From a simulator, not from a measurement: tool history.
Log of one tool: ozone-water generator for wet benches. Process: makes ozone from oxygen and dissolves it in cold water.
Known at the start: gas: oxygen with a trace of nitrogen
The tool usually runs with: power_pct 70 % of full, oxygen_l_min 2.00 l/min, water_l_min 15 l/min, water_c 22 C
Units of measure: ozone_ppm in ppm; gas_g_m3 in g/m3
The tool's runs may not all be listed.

{"run": 1, "day": 0.0, "power_pct": 70, "oxygen_l_min": 2.0, "water_l_min": 15, "water_c": 22, "ozone_ppm": 8.5, "gas_g_m3": 141.8}
{"day": 0.404, "done": "water thermometer calibrated"}
{"run": 2, "day": 5.858, "power_pct": 70, "oxygen_l_min": 1.19, "water_l_min": 15, "water_c": 22, "ozone_ppm": 7.0, "gas_g_m3": 171.6}
{"run": 3, "day": 10.65, "power_pct": 70, "oxygen_l_min": 2.0, "water_l_min": 15, "water_c": 22, "ozone_ppm": 8.5, "gas_g_m3": 141.4}
{"run": 4, "day": 16.579, "power_pct": 70, "oxygen_l_min": 2.96, "water_l_min": 15, "water_c": 22, "ozone_ppm": 9.6, "gas_g_m3": 123.6}
{"run": 5, "day": 21.258, "power_pct": 67, "oxygen_l_min": 2.0, "water_l_min": 15, "water_c": 22, "ozone_ppm": 8.3, "gas_g_m3": 137.7}
{"run": 6, "day": 27.267, "power_pct": 67, "oxygen_l_min": 2.0, "water_l_min": 15, "water_c": 22, "ozone_ppm": 8.4, "gas_g_m3": 137.5}
{"run": 7, "day": 32.162, "power_pct": 70, "oxygen_l_min": 2.0, "water_l_min": 15, "water_c": 22, "ozone_ppm": 8.5, "gas_g_m3": 141.2}
{"run": 8, "day": 36.917, "power_pct": 70, "oxygen_l_min": 2.0, "water_l_min": 15, "water_c": 22, "ozone_ppm": 8.6, "gas_g_m3": 141.3}
{"run": 9, "day": 43.567, "power_pct": 47, "oxygen_l_min": 2.0, "water_l_min": 15, "water_c": 22, "ozone_ppm": 6.8, "gas_g_m3": 112.8}
{"run": 10, "day": 49.238, "power_pct": 47, "oxygen_l_min": 2.0, "water_l_min": 15, "water_c": 22, "ozone_ppm": 6.7, "gas_g_m3": 112.5}
{"run": 11, "day": 53.962, "power_pct": 70, "oxygen_l_min": 2.99, "water_l_min": 15, "water_c": 22, "ozone_ppm": 9.5, "gas_g_m3": 120.1}
{"run": 12, "day": 59.838, "power_pct": 70, "oxygen_l_min": 2.99, "water_l_min": 15, "water_c": 22, "ozone_ppm": 9.5, "gas_g_m3": 122.3}
{"run": 13, "day": 65.046, "power_pct": 66, "oxygen_l_min": 2.99, "water_l_min": 15, "water_c": 22, "ozone_ppm": 9.1, "gas_g_m3": 116.6}
{"run": 14, "day": 67.979, "power_pct": 70, "oxygen_l_min": 2.0, "water_l_min": 15, "water_c": 22, "ozone_ppm": 8.4, "gas_g_m3": 141.6}
{"run": 15, "day": 73.654, "power_pct": 70, "oxygen_l_min": 2.0, "water_l_min": 15, "water_c": 18, "ozone_ppm": 8.7, "gas_g_m3": 141.8}
{"run": 16, "day": 79.0, "power_pct": 70, "oxygen_l_min": 2.0, "water_l_min": 15, "water_c": 18, "ozone_ppm": 8.7, "gas_g_m3": 139.7}
{"run": 17, "day": 82.229, "power_pct": 70, "oxygen_l_min": 2.0, "water_l_min": 10, "water_c": 18, "ozone_ppm": 13.1, "gas_g_m3": 143.2}
{"run": 18, "day": 86.275, "power_pct": 72, "oxygen_l_min": 2.0, "water_l_min": 9, "water_c": 18, "ozone_ppm": 14.7, "gas_g_m3": 144.6}
{"run": 19, "day": 92.671, "power_pct": 71, "oxygen_l_min": 2.0, "water_l_min": 15, "water_c": 14, "ozone_ppm": 9.2, "gas_g_m3": 142.9}
{"run": 20, "day": 96.188, "power_pct": 71, "oxygen_l_min": 2.9, "water_l_min": 15, "water_c": 17, "ozone_ppm": 10.0, "gas_g_m3": 124.0}
{"run": 21, "day": 99.171, "power_pct": 82, "oxygen_l_min": 2.0, "water_l_min": 15, "water_c": 21, "ozone_ppm": 9.2, "gas_g_m3": 154.0}
{"run": 22, "day": 105.871, "power_pct": 70, "oxygen_l_min": 1.38, "water_l_min": 15, "water_c": 22, "ozone_ppm": 7.3, "gas_g_m3": 163.4}
{"run": 23, "day": 110.967, "power_pct": 70, "oxygen_l_min": 2.0, "water_l_min": 10, "water_c": 17, "ozone_ppm": 13.3, "gas_g_m3": 140.7}
{"day": 114.504, "done": "water thermometer calibrated"}
{"run": 24, "day": 114.904, "power_pct": 70, "oxygen_l_min": 2.0, "water_l_min": 15, "water_c": 17, "ozone_ppm": 8.9, "gas_g_m3": 142.0}
{"run": 25, "day": 119.188, "power_pct": 70, "oxygen_l_min": 2.0, "water_l_min": 24, "water_c": 16, "ozone_ppm": 5.3, "gas_g_m3": 141.7}

For run 26, what comes out?
{"run": 26, "day": 124.729, "power_pct": 54, "oxygen_l_min": 1.62, "water_l_min": 16, "water_c": 24, "ozone_ppm": "?", "gas_g_m3": "?"}

ozone_ppm: 6.3 ppm
gas_g_m3: 132.5 g/m3
Had the tool carried no hidden state, the very same run would have given ozone_ppm 6.3 ppm, gas_g_m3 132.7 g/m3.
